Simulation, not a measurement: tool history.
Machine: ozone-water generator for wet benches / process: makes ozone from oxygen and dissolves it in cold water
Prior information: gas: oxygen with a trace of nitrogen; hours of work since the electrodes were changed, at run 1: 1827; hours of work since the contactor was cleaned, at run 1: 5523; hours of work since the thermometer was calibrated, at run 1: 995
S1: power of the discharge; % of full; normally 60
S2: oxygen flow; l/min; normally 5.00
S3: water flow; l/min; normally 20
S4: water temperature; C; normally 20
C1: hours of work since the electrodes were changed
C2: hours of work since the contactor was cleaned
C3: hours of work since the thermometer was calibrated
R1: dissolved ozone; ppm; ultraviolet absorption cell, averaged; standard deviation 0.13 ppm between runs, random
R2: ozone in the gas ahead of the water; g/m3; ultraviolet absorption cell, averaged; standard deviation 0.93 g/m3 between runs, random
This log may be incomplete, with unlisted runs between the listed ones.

run     day  S1    S2  S3  S4    C1    C2    C3    R1     R2
  1   0.000  60  5.00  20  20  1827  5523   995  14.9  156.0
  2   2.179  60  5.00  20  20  1868  5565  1036  14.6  156.4
  3   4.546  60  5.00  20  20  1913  5610  1081  14.8  158.5
  4   8.462  74  5.00  20  20  1987  5684  1155  17.9  191.4
  5  11.475  74  5.00  20  20  2045  5741  1212  17.6  190.1
  6  13.575  74  5.00  20  20  2084  5781  1252  17.7  190.7
  7  16.375  60  5.00  20  27  2137  5834  1305  13.2  159.5
  8  19.221  60  5.00  20  13  2192  5888  1359  16.2  158.9
  9  22.104  60  5.00  20  13  2246  5943  1414  16.1  159.8
 10  25.300  60  5.00  20  13  2307  6003  1475  16.2  160.4
 11  28.296  60  5.00  20  13  2364  6060  1531  16.1  160.6
 12  31.188  60  5.00  20  25  2418  6115  1586  13.7  161.6
 13  34.262  60  5.00  20  25  2477  6173  1645  13.7  161.1
 14  37.188  60  5.00  23  20  2532  6229  1700  12.5  160.0
     38.196  -- gauge calibrated
 15  40.467  60  5.00  23  20  2595  6291  1762  12.8  158.1
 16  44.433  60  5.00  23  20  2670  6366  1838  12.9  156.2
     45.254  -- contactor cleaned
 17  46.492  64  4.81  20  16  2706    23  1873  16.4  171.3
 18  50.596  64  4.81  20  16  2784   101  1951  16.4  171.2
 19  54.112  90  7.59  20  16  2850   168  2018  22.4  184.4
 20  57.921  90  2.54  18  12  2923   240  2090  23.2  321.6
 21  61.596  69  3.66  17  26  2992   310  2160  17.4  210.6
 22  64.346  69  3.66  17  13  3044   362  2212  20.7  213.2
 23  67.625  69  4.13  17  26  3107   424  2274  17.5  199.2
 24  69.808  60  3.85  20  18  3148   466  2316  14.8  184.0
 25  72.017  60  5.00  21  20  3190   508  2358  13.9  159.7
 26  75.754  60  5.00  21  12  3261   579  2429  15.7  160.8
 27  79.567  60  5.00  21  12  3333   651  2501  15.4  162.4
 28  82.358  60  5.00  20  13  3386   704  2554  16.3  161.4
     84.833  -- gauge calibrated
 29  86.183  68  4.06  20  15  3459   777  2626  17.1  198.2
     88.000  -- water thermometer calibrated
 30  88.742  73  6.47  20  12  3507   825    14  19.9  163.1
 31  92.167  73  6.47  20  12  3572   890    79  19.9  164.6
 32  94.979  47  8.49  20  13  3625   943   132  13.3   97.7

Pick out some run-to-run changes in R2. Of each, how much would a tool without hidden state show as well, from the settings, what came in and chance, and how much is left for the hidden state and any gauge scatter not in both results compared?
Hidden conditions of the tool in this case: yield of the discharge, % of new electrodes'; contactor's efficiency, % of a clean one's; true water temperature over the reading, C; drift of the gauge itself on ozone_ppm, %; drift of the gauge itself on gas_g_m3, %.
Run 14 -> 15: gauge calibrated. R2 -1.9 g/m3: hidden state -4.3, all else +2.4.
Run 19 -> 20: S2 7.59 -> 2.54, S3 20 -> 18, S4 16 -> 12. R2 +137.2 g/m3: hidden state +2.5, all else +134.7.
Run 20 -> 21: S1 90 -> 69, S2 2.54 -> 3.66, S3 18 -> 17, S4 12 -> 26. R2 -111.0 g/m3: hidden state -0.9, all else -110.1.
Run 28 -> 29: S1 60 -> 68, S2 5.00 -> 4.06, S4 13 -> 15, gauge calibrated. R2 +36.8 g/m3: hidden state -5.3, all else +42.1.
Run 31 -> 32: S1 73 -> 47, S2 6.47 -> 8.49, S4 12 -> 13. R2 -66.9 g/m3: hidden state -0.1, all else -66.8.
